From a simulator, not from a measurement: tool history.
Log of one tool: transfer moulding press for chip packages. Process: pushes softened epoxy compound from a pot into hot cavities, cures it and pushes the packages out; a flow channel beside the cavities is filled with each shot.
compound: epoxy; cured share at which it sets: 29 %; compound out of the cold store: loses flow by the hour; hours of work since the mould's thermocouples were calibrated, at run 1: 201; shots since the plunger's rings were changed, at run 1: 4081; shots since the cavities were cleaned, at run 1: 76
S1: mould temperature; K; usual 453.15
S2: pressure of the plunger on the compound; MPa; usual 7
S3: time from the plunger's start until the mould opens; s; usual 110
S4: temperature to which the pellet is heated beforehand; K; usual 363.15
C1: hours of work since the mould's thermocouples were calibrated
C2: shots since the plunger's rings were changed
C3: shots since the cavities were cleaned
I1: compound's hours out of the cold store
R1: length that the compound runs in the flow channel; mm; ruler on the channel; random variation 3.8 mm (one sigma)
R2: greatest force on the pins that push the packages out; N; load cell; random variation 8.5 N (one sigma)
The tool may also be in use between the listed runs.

run	hour	S1	S2	S3	S4	C1	C2	C3	I1	R1	R2
1	0	453.15	7	110	363.15	201	4081	76	27.4	723	450
2	15.7	453.15	7	110	363.15	214	4300	295	34.7	704	570
3	26.2	453.15	7	110	363.15	222	4447	442	13.1	759	620
4	33.6	453.15	7	110	363.15	228	4550	545	20.1	739	654
5	47.2	453.15	7	142	363.15	238	4739	734	33.3	698	616
6	55.9	453.15	5.94	110	363.15	245	4860	855	40	633	730
# hour 59.2: cavities cleaned with cleaning compound and waxed
# hour 70: plunger's sealing rings changed
7	72.6	453.15	7	110	366.15	255	36	152	43.1	746	876
8	84.4	457.15	7	110	354.15	264	201	317	29	763	826
9	97.5	460.15	7	110	359.15	275	385	501	43.3	720	785
10	108.3	460.15	7	110	359.15	283	535	651	44	720	786
11	121.4	453.15	6.98	129	363.15	294	718	834	43.3	737	788
# hour 125.6: cavities cleaned with cleaning compound and waxed
# hour 134.2: cavities cleaned with cleaning compound and waxed, once more
12	135.7	456.15	7	110	369.15	302	874	21	26.4	758	366

5 ways to go on from here, each from the tool as it stands after run 12. What would each give?
A	146.8	453.15	7	95	359.15	311	1029	176	35.2	?	?
B	146.8	448.15	7	105	363.15	311	1029	176	24	?	?
C	146.8	450.15	7	110	369.15	311	1029	176	23.3	?	?
D	146.8	457.15	7.82	107	363.15	311	1029	176	33.8	?	?
E	146.8	456.15	5.61	105	369.15	311	1029	176	39.6	?	?

run	R1	R2
A	756	643
B	802	736
C	797	591
D	779	445
E	656	474
Without the tool's hidden state the same runs would have given:
run	R1	R2
A	772	491
B	818	560
C	814	451
D	795	337
E	670	361
